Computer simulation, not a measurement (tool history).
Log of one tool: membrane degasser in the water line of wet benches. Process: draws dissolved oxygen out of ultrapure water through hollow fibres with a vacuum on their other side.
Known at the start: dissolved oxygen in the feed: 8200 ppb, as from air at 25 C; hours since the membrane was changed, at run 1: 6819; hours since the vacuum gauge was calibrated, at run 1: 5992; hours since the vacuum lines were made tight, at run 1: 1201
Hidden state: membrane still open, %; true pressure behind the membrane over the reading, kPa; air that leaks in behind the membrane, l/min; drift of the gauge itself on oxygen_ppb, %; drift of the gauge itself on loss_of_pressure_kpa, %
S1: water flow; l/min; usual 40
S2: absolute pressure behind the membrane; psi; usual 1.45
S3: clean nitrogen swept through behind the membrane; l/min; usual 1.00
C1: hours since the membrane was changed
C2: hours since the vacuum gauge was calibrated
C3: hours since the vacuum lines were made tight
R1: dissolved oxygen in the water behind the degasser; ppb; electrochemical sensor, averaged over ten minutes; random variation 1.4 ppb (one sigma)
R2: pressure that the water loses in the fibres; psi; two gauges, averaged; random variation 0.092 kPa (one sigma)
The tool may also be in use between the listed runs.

Run 1, hour 0.0: usual settings; C1 6819; C2 5992; C3 1201. Result: R1 533.9 ppb, R2 4.896 psi.
Run 2, hour 134.4: usual settings; C1 6953; C2 6126; C3 1335. Result: R1 534.4 ppb, R2 4.899 psi.
Run 3, hour 247.6: usual settings but S2 2.96 psi; C1 7067; C2 6239; C3 1448. Result: R1 1224.0 ppb, R2 4.885 psi.
Run 4, hour 383.2: usual settings but S2 2.96 psi; C1 7202; C2 6375; C3 1584. Result: R1 1215.3 ppb, R2 4.879 psi.
Run 5, hour 556.6: usual settings; C1 7376; C2 6548; C3 1757. Result: R1 530.6 ppb, R2 4.899 psi.
Run 6, hour 666.7: usual settings; C1 7486; C2 6658; C3 1867. Result: R1 529.9 ppb, R2 4.878 psi.
Run 7, hour 835.4: usual settings; C1 7654; C2 6827; C3 2036. Result: R1 527.8 ppb, R2 4.885 psi.
Run 8, hour 919.3: usual settings; C1 7738; C2 6911; C3 2120. Result: R1 528.1 ppb, R2 4.896 psi.
Run 9, hour 1021.3: usual settings but S2 2.63 psi, S3 2.18 l/min; C1 7840; C2 7013; C3 2222. Result: R1 582.3 ppb, R2 4.869 psi.
Run 10, hour 1095.8: usual settings but S2 2.63 psi, S3 2.18 l/min; C1 7915; C2 7088; C3 2296. Result: R1 580.4 ppb, R2 4.902 psi.
Run 11, hour 1179.9: usual settings but S1 25 l/min; C1 7999; C2 7172; C3 2380. Result: R1 351.7 ppb, R2 3.052 psi.
Run 12, hour 1297.1: usual settings but S1 32 l/min, S2 1.32 psi, S3 1.84 l/min; C1 8116; C2 7289; C3 2498. Result: R1 228.9 ppb, R2 3.915 psi.

The same runs without the tool's hidden state, with the same run-to-run variation:
run      R1
  1   533.5
  2   535.1
  3  1228.5
  4  1222.4
  5   534.9
  6   535.1
  7   534.4
  8   535.5
  9   591.6
 10   590.5
 11   358.1
 12   233.4
R2: within 0.003 psi of the measured result in every run.
